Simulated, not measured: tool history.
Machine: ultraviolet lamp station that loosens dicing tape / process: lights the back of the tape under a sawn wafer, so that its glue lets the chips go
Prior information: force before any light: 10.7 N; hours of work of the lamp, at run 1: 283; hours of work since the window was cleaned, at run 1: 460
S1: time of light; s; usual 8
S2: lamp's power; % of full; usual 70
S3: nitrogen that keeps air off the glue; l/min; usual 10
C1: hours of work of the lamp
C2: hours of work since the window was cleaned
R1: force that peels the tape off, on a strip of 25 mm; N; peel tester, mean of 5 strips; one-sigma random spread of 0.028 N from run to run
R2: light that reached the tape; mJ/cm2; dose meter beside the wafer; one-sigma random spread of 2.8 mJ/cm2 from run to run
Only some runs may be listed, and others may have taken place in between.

{"run": 1, "day": 0.0, "S1": 8, "S2": 70, "S3": 10, "C1": 283, "C2": 460, "R1": 1.84, "R2": 324}
{"run": 2, "day": 0.279, "S1": 8, "S2": 70, "S3": 10, "C1": 287, "C2": 465, "R1": 1.781, "R2": 325}
{"run": 3, "day": 0.55, "S1": 8, "S2": 70, "S3": 18, "C1": 292, "C2": 469, "R1": 1.477, "R2": 324}
{"run": 4, "day": 1.012, "S1": 8, "S2": 70, "S3": 18, "C1": 299, "C2": 477, "R1": 1.435, "R2": 322}
{"run": 5, "day": 1.425, "S1": 8, "S2": 70, "S3": 4, "C1": 306, "C2": 484, "R1": 2.833, "R2": 322}
{"run": 6, "day": 1.917, "S1": 8, "S2": 70, "S3": 4, "C1": 314, "C2": 492, "R1": 2.873, "R2": 316}
{"day": 1.988, "done": "window cleaned of glue's vapour"}
{"run": 7, "day": 2.546, "S1": 8, "S2": 74, "S3": 18, "C1": 324, "C2": 9, "R1": 1.45, "R2": 328}
{"run": 8, "day": 2.888, "S1": 5, "S2": 74, "S3": 8, "C1": 329, "C2": 15, "R1": 3.76, "R2": 203}
{"run": 9, "day": 3.379, "S1": 5, "S2": 70, "S3": 10, "C1": 337, "C2": 23, "R1": 3.57, "R2": 191}
{"run": 10, "day": 3.846, "S1": 8, "S2": 82, "S3": 6, "C1": 345, "C2": 30, "R1": 1.978, "R2": 361}
{"run": 11, "day": 4.342, "S1": 13, "S2": 70, "S3": 10, "C1": 353, "C2": 38, "R1": 0.746, "R2": 506}
{"day": 4.629, "done": "window cleaned of glue's vapour, once more"}
{"run": 12, "day": 4.883, "S1": 13, "S2": 70, "S3": 10, "C1": 361, "C2": 4, "R1": 0.617, "R2": 548}

Each row is a separate what-if for the run after 12, all from the same tool condition, not one after another. Results?
{"run": "A", "day": 5.388, "S1": 9, "S2": 98, "S3": 16, "C1": 370, "C2": 12, "R1": "?", "R2": "?"}
{"run": "B", "day": 5.388, "S1": 10, "S2": 69, "S3": 10, "C1": 370, "C2": 12, "R1": "?", "R2": "?"}
{"run": "C", "day": 5.388, "S1": 5, "S2": 70, "S3": 3, "C1": 370, "C2": 12, "R1": "?", "R2": "?"}
{"run": "D", "day": 5.388, "S1": 4, "S2": 70, "S3": 11, "C1": 370, "C2": 12, "R1": "?", "R2": "?"}
{"run": "E", "day": 5.388, "S1": 13, "S2": 78, "S3": 10, "C1": 370, "C2": 12, "R1": "?", "R2": "?"}

run=A R1=0.496 R2=521
run=B R1=1.194 R2=413
run=C R1=4.794 R2=206
run=D R1=4.184 R2=169
run=E R1=0.473 R2=605
Without the tool's hidden state the same runs would have given:
run=A R1=0.341 R2=598
run=B R1=0.880 R2=474
run=C R1=4.273 R2=237
run=D R1=3.651 R2=194
run=E R1=0.324 R2=694
